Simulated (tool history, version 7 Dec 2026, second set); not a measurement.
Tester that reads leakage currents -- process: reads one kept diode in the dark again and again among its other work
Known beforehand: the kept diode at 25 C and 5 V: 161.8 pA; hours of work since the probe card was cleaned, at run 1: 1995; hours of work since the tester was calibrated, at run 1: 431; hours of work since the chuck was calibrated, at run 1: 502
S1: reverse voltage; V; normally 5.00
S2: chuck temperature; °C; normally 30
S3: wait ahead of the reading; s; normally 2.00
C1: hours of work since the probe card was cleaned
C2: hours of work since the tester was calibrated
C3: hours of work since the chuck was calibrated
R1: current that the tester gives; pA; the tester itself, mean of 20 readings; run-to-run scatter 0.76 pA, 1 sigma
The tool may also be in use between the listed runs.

run 1 hour=0.0 | S1=5.00 S2=30 S3=2.00 | C1=1995 C2=431 C3=502 | R1=272.75
run 2 hour=18.9 | S1=5.00 S2=30 S3=2.00 | C1=2008 C2=444 C3=515 | R1=272.90
run 3 hour=51.7 | S1=5.00 S2=30 S3=2.00 | C1=2031 C2=467 C3=538 | R1=274.64
run 4 hour=79.1 | S1=5.00 S2=30 S3=2.00 | C1=2050 C2=486 C3=557 | R1=274.82
run 5 hour=99.1 | S1=5.00 S2=30 S3=2.00 | C1=2064 C2=500 C3=571 | R1=276.63
run 6 hour=127.6 | S1=5.00 S2=30 S3=2.00 | C1=2084 C2=520 C3=591 | R1=275.08
run 7 hour=147.5 | S1=5.00 S2=30 S3=2.00 | C1=2098 C2=534 C3=605 | R1=278.63
run 8 hour=184.4 | S1=5.00 S2=30 S3=2.00 | C1=2124 C2=560 C3=631 | R1=277.85
run 9 hour=212.9 | S1=5.00 S2=30 S3=2.00 | C1=2144 C2=579 C3=651 | R1=279.74
run 10 hour=229.6 | S1=5.00 S2=32 S3=2.00 | C1=2156 C2=591 C3=663 | R1=330.47
-- hour=243.2 chuck's temperature calibrated
run 11 hour=251.8 | S1=5.00 S2=30 S3=2.00 | C1=2170 C2=605 C3=6 | R1=253.77
run 12 hour=282.8 | S1=5.00 S2=30 S3=2.00 | C1=2191 C2=627 C3=28 | R1=256.73
run 13 hour=315.7 | S1=5.00 S2=30 S3=2.00 | C1=2214 C2=650 C3=51 | R1=255.23
run 14 hour=340.1 | S1=5.00 S2=30 S3=2.00 | C1=2231 C2=667 C3=68 | R1=257.51
run 15 hour=374.3 | S1=1.16 S2=30 S3=2.00 | C1=2255 C2=691 C3=92 | R1=107.98
run 16 hour=401.1 | S1=5.00 S2=33 S3=2.25 | C1=2274 C2=710 C3=110 | R1=333.83
run 17 hour=416.1 | S1=5.00 S2=28 S3=0.43 | C1=2285 C2=720 C3=121 | R1=219.38
run 18 hour=452.6 | S1=14.21 S2=26 S3=2.33 | C1=2310 C2=746 C3=146 | R1=342.70
run 19 hour=469.3 | S1=14.21 S2=25 S3=0.83 | C1=2322 C2=757 C3=158 | R1=321.35
run 20 hour=503.2 | S1=14.21 S2=25 S3=0.83 | C1=2346 C2=781 C3=182 | R1=321.36
run 21 hour=519.2 | S1=14.21 S2=25 S3=0.83 | C1=2357 C2=792 C3=193 | R1=322.48
run 22 hour=554.0 | S1=4.26 S2=30 S3=2.00 | C1=2381 C2=817 C3=217 | R1=239.91
run 23 hour=583.2 | S1=4.26 S2=30 S3=2.00 | C1=2401 C2=837 C3=238 | R1=239.45
run 24 hour=618.4 | S1=2.82 S2=27 S3=2.00 | C1=2426 C2=862 C3=262 | R1=145.50
run 25 hour=651.1 | S1=2.82 S2=27 S3=2.00 | C1=2449 C2=885 C3=285 | R1=146.08
run 26 hour=671.9 | S1=2.82 S2=27 S3=2.00 | C1=2464 C2=899 C3=300 | R1=145.79

How would selected steps in R1 from run to run divide? Give the signed amount a tool lacking its hidden state would still show from settings, what came in and random variation, and the signed amount left for the hidden state, including any gauge scatter that is not in both of the compared results.
Hidden conditions of the tool in this case: stray current of the dirty probe card, pA a volt; current scale over the true one, %; true chuck temperature over the reading, C; drift of the gauge itself on leakage_pa, %.
Run 10 -> 11: S2 32 -> 30, chuck's temperature calibrated. R1 -76.70 pA: hidden state -29.22, all else -47.48.
Run 14 -> 15: S1 5.00 -> 1.16. R1 -149.53 pA: hidden state -2.98, all else -146.55.
Run 15 -> 16: S1 1.16 -> 5.00, S2 30 -> 33, S3 2.00 -> 2.25. R1 +225.85 pA: hidden state +5.72, all else +220.13.
Run 17 -> 18: S1 5.00 -> 14.21, S2 28 -> 26, S3 0.43 -> 2.33. R1 +123.32 pA: hidden state +8.93, all else +114.39.

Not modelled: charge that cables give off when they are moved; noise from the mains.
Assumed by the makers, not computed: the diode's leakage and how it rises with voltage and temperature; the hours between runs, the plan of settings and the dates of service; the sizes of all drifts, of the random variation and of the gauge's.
